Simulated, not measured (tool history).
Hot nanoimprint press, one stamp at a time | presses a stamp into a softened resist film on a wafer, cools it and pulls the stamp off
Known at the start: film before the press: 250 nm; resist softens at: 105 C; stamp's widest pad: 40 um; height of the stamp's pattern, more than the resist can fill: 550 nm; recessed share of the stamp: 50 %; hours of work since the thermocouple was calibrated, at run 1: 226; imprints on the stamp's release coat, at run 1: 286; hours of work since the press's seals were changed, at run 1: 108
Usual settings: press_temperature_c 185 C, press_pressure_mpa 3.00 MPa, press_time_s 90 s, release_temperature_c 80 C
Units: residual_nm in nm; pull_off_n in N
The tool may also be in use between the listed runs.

| run | day | press_temperature_c | press_pressure_mpa | press_time_s | release_temperature_c | hours of work since the thermocouple was calibrated | imprints on the stamp's release coat | hours of work since the press's seals were changed | residual_nm | pull_off_n |
|---|---|---|---|---|---|---|---|---|---|---|
| 1 | 0.000 | 185 | 3.00 | 90 | 80 | 226 | 286 | 108 | 143.8 | 107 |
| 2 | 0.392 | 185 | 3.00 | 68 | 80 | 230 | 308 | 112 | 155.4 | 110 |
| 3 | 0.879 | 185 | 3.00 | 68 | 80 | 235 | 336 | 117 | 155.7 | 110 |
| 4 | 1.162 | 185 | 3.00 | 68 | 80 | 238 | 352 | 120 | 155.0 | 109 |
| 5 | 1.492 | 185 | 3.00 | 68 | 80 | 241 | 371 | 123 | 155.4 | 106 |
| 6 | 1.967 | 185 | 3.00 | 68 | 80 | 246 | 398 | 128 | 156.3 | 109 |
| 7 | 2.475 | 185 | 2.01 | 90 | 80 | 251 | 427 | 133 | 168.4 | 114 |
| 8 | 3.075 | 185 | 2.01 | 90 | 80 | 257 | 461 | 139 | 168.3 | 111 |
| 9 | 3.467 | 185 | 3.00 | 90 | 80 | 261 | 483 | 143 | 142.8 | 112 |
| 10 | 3.792 | 185 | 3.00 | 146 | 80 | 264 | 502 | 146 | 122.2 | 111 |
| 11 | 4.171 | 185 | 3.00 | 90 | 80 | 268 | 523 | 150 | 143.4 | 113 |
| 12 | 4.700 | 185 | 3.00 | 90 | 80 | 273 | 553 | 155 | 143.1 | 113 |
| 13 | 5.300 | 185 | 3.00 | 90 | 80 | 279 | 588 | 161 | 143.6 | 111 |
| 14 | 5.917 | 185 | 1.98 | 154 | 80 | 285 | 623 | 168 | 145.2 | 118 |
|  | 6.092 | plate thermocouple calibrated |
| 15 | 6.329 | 176 | 1.98 | 154 | 80 | 2 | 639 | 170 | 178.3 | 111 |
| 16 | 6.667 | 193 | 1.98 | 64 | 80 | 6 | 658 | 174 | 159.7 | 116 |
| 17 | 7.067 | 193 | 1.98 | 64 | 80 | 10 | 681 | 178 | 159.7 | 114 |
| 18 | 7.650 | 175 | 4.64 | 48 | 75 | 16 | 714 | 184 | 179.5 | 128 |
| 19 | 7.979 | 175 | 4.64 | 48 | 75 | 19 | 733 | 187 | 180.4 | 126 |
| 20 | 8.542 | 184 | 2.40 | 87 | 66 | 25 | 765 | 193 | 162.2 | 141 |
| 21 | 9.083 | 184 | 2.94 | 128 | 66 | 30 | 796 | 198 | 134.3 | 137 |
|  | 9.571 | plate thermocouple calibrated, once more |
| 22 | 9.696 | 185 | 3.79 | 90 | 80 | 1 | 824 | 203 | 127.5 | 122 |
| 23 | 9.992 | 185 | 1.97 | 90 | 80 | 4 | 840 | 206 | 167.7 | 114 |
| 24 | 10.312 | 185 | 1.97 | 55 | 85 | 7 | 859 | 209 | 188.4 | 112 |
| 25 | 10.717 | 185 | 2.47 | 90 | 80 | 11 | 882 | 213 | 154.5 | 118 |

Measured less the same run without the tool's hidden state. The same run-to-run variation is in both; the gauge's scatter may not be:
The hidden state here: true temperature over the reading, C; pressure that arrives at the usual setting, %; grip of the stamp's worn release coat, % over a new coat's; drift of the gauge itself on residual_nm, %; drift of the gauge itself on pull_off_n, %.
| run | residual_nm | pull_off_n |
|---|---|---|
| 1 | +2.4 | +6 |
| 2 | +2.5 | +6 |
| 3 | +2.5 | +6 |
| 4 | +2.5 | +6 |
| 5 | +2.6 | +6 |
| 6 | +2.6 | +6 |
| 7 | +2.4 | +7 |
| 8 | +2.4 | +8 |
| 9 | +2.7 | +8 |
| 10 | +2.6 | +8 |
| 11 | +2.8 | +9 |
| 12 | +2.9 | +9 |
| 13 | +2.9 | +10 |
| 14 | +2.7 | +11 |
| 15 | +3.4 | +10 |
| 16 | +3.0 | +11 |
| 17 | +3.1 | +12 |
| 18 | +4.4 | +14 |
| 19 | +4.4 | +14 |
| 20 | +3.6 | +15 |
| 21 | +3.9 | +16 |
| 22 | +1.7 | +13 |
| 23 | +1.1 | +13 |
| 24 | +1.0 | +13 |
| 25 | +1.4 | +14 |

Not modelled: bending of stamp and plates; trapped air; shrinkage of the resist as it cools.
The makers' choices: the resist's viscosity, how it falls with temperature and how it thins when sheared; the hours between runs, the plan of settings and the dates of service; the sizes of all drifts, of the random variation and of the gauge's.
